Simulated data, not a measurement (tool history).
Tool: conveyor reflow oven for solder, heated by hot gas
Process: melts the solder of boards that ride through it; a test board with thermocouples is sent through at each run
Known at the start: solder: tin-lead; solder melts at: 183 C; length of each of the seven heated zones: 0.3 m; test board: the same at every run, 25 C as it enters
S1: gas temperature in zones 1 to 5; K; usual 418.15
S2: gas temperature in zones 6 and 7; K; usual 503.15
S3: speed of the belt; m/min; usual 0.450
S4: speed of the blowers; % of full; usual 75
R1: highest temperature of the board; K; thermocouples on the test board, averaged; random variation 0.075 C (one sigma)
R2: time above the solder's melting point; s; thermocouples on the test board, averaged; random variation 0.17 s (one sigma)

{"run": 1, "hour": 0.0, "S1": 418.15, "S2": 503.15, "S3": 0.45, "S4": 75, "R1": 491.6, "R2": 64.9}
{"run": 2, "hour": 25.7, "S1": 418.15, "S2": 503.15, "S3": 0.45, "S4": 75, "R1": 491.58, "R2": 65.2}
{"hour": 44.9, "done": "flux residue cleaned out of gas plates and filters"}
{"run": 3, "hour": 55.7, "S1": 418.15, "S2": 517.15, "S3": 0.45, "S4": 75, "R1": 505.7, "R2": 73.6}
{"run": 4, "hour": 97.2, "S1": 418.15, "S2": 517.15, "S3": 0.45, "S4": 75, "R1": 505.67, "R2": 73.9}
{"run": 5, "hour": 150.2, "S1": 418.15, "S2": 517.15, "S3": 0.45, "S4": 75, "R1": 505.52, "R2": 74.0}
{"run": 6, "hour": 178.6, "S1": 418.15, "S2": 517.15, "S3": 0.45, "S4": 75, "R1": 505.5, "R2": 73.7}
{"run": 7, "hour": 220.8, "S1": 418.15, "S2": 517.15, "S3": 0.45, "S4": 75, "R1": 505.35, "R2": 73.7}
{"run": 8, "hour": 249.2, "S1": 414.15, "S2": 503.15, "S3": 0.45, "S4": 75, "R1": 491.96, "R2": 64.4}
{"run": 9, "hour": 293.2, "S1": 414.15, "S2": 503.15, "S3": 0.45, "S4": 75, "R1": 491.92, "R2": 64.3}
{"run": 10, "hour": 342.7, "S1": 418.15, "S2": 503.15, "S3": 0.45, "S4": 75, "R1": 492.34, "R2": 66.3}
{"run": 11, "hour": 389.7, "S1": 418.15, "S2": 503.15, "S3": 0.45, "S4": 75, "R1": 492.15, "R2": 66.2}
{"hour": 423.1, "done": "flux residue cleaned out of gas plates and filters"}
{"run": 12, "hour": 423.1, "S1": 418.15, "S2": 503.15, "S3": 0.45, "S4": 75, "R1": 493.72, "R2": 67.3}
{"run": 13, "hour": 459.8, "S1": 416.15, "S2": 503.15, "S3": 0.45, "S4": 75, "R1": 493.33, "R2": 66.4}
{"run": 14, "hour": 502.1, "S1": 418.15, "S2": 503.15, "S3": 0.467, "S4": 75, "R1": 492.47, "R2": 64.0}
{"run": 15, "hour": 546.9, "S1": 418.15, "S2": 503.15, "S3": 0.451, "S4": 75, "R1": 493.17, "R2": 67.0}
{"run": 16, "hour": 594.0, "S1": 418.15, "S2": 512.15, "S3": 0.449, "S4": 75, "R1": 501.39, "R2": 72.2}
{"run": 17, "hour": 645.1, "S1": 428.15, "S2": 516.15, "S3": 0.54, "S4": 74, "R1": 500.8, "R2": 63.2}
{"run": 18, "hour": 676.3, "S1": 428.15, "S2": 514.15, "S3": 0.458, "S4": 80, "R1": 504.68, "R2": 76.7}
{"run": 19, "hour": 705.7, "S1": 430.15, "S2": 514.15, "S3": 0.368, "S4": 63, "R1": 507.39, "R2": 98.7}
{"run": 20, "hour": 760.7, "S1": 425.15, "S2": 495.15, "S3": 0.463, "S4": 66, "R1": 484.51, "R2": 61.1}

The next listed run, before its measurement:
{"hour": 774.1, "done": "thermocouples of zones 6 and 7 changed"}
{"hour": 805.1, "done": "flux residue cleaned out of gas plates and filters"}
{"run": 21, "hour": 807.7, "S1": 406.15, "S2": 503.15, "S3": 0.45, "S4": 75, "R1": "?", "R2": "?"}

{"run 21": {"R1": 490.18, "R2": 60.7}}
Without the tool's hidden state the same run would have given R1 489.98 K, R2 58.8 s.
